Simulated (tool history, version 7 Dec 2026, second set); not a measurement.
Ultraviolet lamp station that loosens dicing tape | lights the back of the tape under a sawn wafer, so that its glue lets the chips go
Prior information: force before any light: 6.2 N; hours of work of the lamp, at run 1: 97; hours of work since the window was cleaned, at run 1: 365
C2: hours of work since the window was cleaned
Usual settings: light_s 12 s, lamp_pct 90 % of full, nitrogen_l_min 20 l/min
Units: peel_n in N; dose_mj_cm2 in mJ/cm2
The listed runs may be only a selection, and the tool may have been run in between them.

{"run": 1, "hour": 0.0, "light_s": 12, "lamp_pct": 90, "nitrogen_l_min": 20, "hours of work of the lamp": 97, "C2": 365, "peel_n": 0.392, "dose_mj_cm2": 553}
{"run": 2, "hour": 6.6, "light_s": 12, "lamp_pct": 90, "nitrogen_l_min": 20, "hours of work of the lamp": 100, "C2": 369, "peel_n": 0.385, "dose_mj_cm2": 548}
{"run": 3, "hour": 12.9, "light_s": 11, "lamp_pct": 90, "nitrogen_l_min": 20, "hours of work of the lamp": 104, "C2": 372, "peel_n": 0.442, "dose_mj_cm2": 506}
{"run": 4, "hour": 18.4, "light_s": 11, "lamp_pct": 90, "nitrogen_l_min": 20, "hours of work of the lamp": 106, "C2": 375, "peel_n": 0.464, "dose_mj_cm2": 500}
{"run": 5, "hour": 27.1, "light_s": 12, "lamp_pct": 90, "nitrogen_l_min": 20, "hours of work of the lamp": 111, "C2": 379, "peel_n": 0.383, "dose_mj_cm2": 542}
{"run": 6, "hour": 39.5, "light_s": 8, "lamp_pct": 65, "nitrogen_l_min": 20, "hours of work of the lamp": 117, "C2": 386, "peel_n": 1.417, "dose_mj_cm2": 263}
{"run": 7, "hour": 48.4, "light_s": 8, "lamp_pct": 65, "nitrogen_l_min": 20, "hours of work of the lamp": 122, "C2": 390, "peel_n": 1.402, "dose_mj_cm2": 260}
{"run": 8, "hour": 54.2, "light_s": 22, "lamp_pct": 66, "nitrogen_l_min": 18, "hours of work of the lamp": 125, "C2": 393, "peel_n": 0.251, "dose_mj_cm2": 730}
{"run": 9, "hour": 62.1, "light_s": 22, "lamp_pct": 64, "nitrogen_l_min": 15, "hours of work of the lamp": 129, "C2": 397, "peel_n": 0.291, "dose_mj_cm2": 704}
{"run": 10, "hour": 68.6, "light_s": 22, "lamp_pct": 64, "nitrogen_l_min": 15, "hours of work of the lamp": 133, "C2": 401, "peel_n": 0.298, "dose_mj_cm2": 707}

What if the next run were any one of these 5? Each begins from the tool's condition after run 10:
{"run": "A", "hour": 77.9, "light_s": 22, "lamp_pct": 64, "nitrogen_l_min": 8, "hours of work of the lamp": 137, "C2": 406, "peel_n": "?", "dose_mj_cm2": "?"}
{"run": "B", "hour": 77.9, "light_s": 7, "lamp_pct": 64, "nitrogen_l_min": 15, "hours of work of the lamp": 137, "C2": 406, "peel_n": "?", "dose_mj_cm2": "?"}
{"run": "C", "hour": 77.9, "light_s": 14, "lamp_pct": 95, "nitrogen_l_min": 15, "hours of work of the lamp": 137, "C2": 406, "peel_n": "?", "dose_mj_cm2": "?"}
{"run": "D", "hour": 77.9, "light_s": 9, "lamp_pct": 62, "nitrogen_l_min": 10, "hours of work of the lamp": 137, "C2": 406, "peel_n": "?", "dose_mj_cm2": "?"}
{"run": "E", "hour": 77.9, "light_s": 8, "lamp_pct": 75, "nitrogen_l_min": 20, "hours of work of the lamp": 137, "C2": 406, "peel_n": "?", "dose_mj_cm2": "?"}

run=A peel_n=0.473 dose_mj_cm2=706
run=B peel_n=2.035 dose_mj_cm2=225
run=C peel_n=0.331 dose_mj_cm2=669
run=D peel_n=1.846 dose_mj_cm2=275
run=E peel_n=1.181 dose_mj_cm2=298
Without the tool's hidden state the same runs would have given:
run=A peel_n=0.383 dose_mj_cm2=783
run=B peel_n=1.807 dose_mj_cm2=250
run=C peel_n=0.275 dose_mj_cm2=741
run=D peel_n=1.629 dose_mj_cm2=305
run=E peel_n=1.000 dose_mj_cm2=330
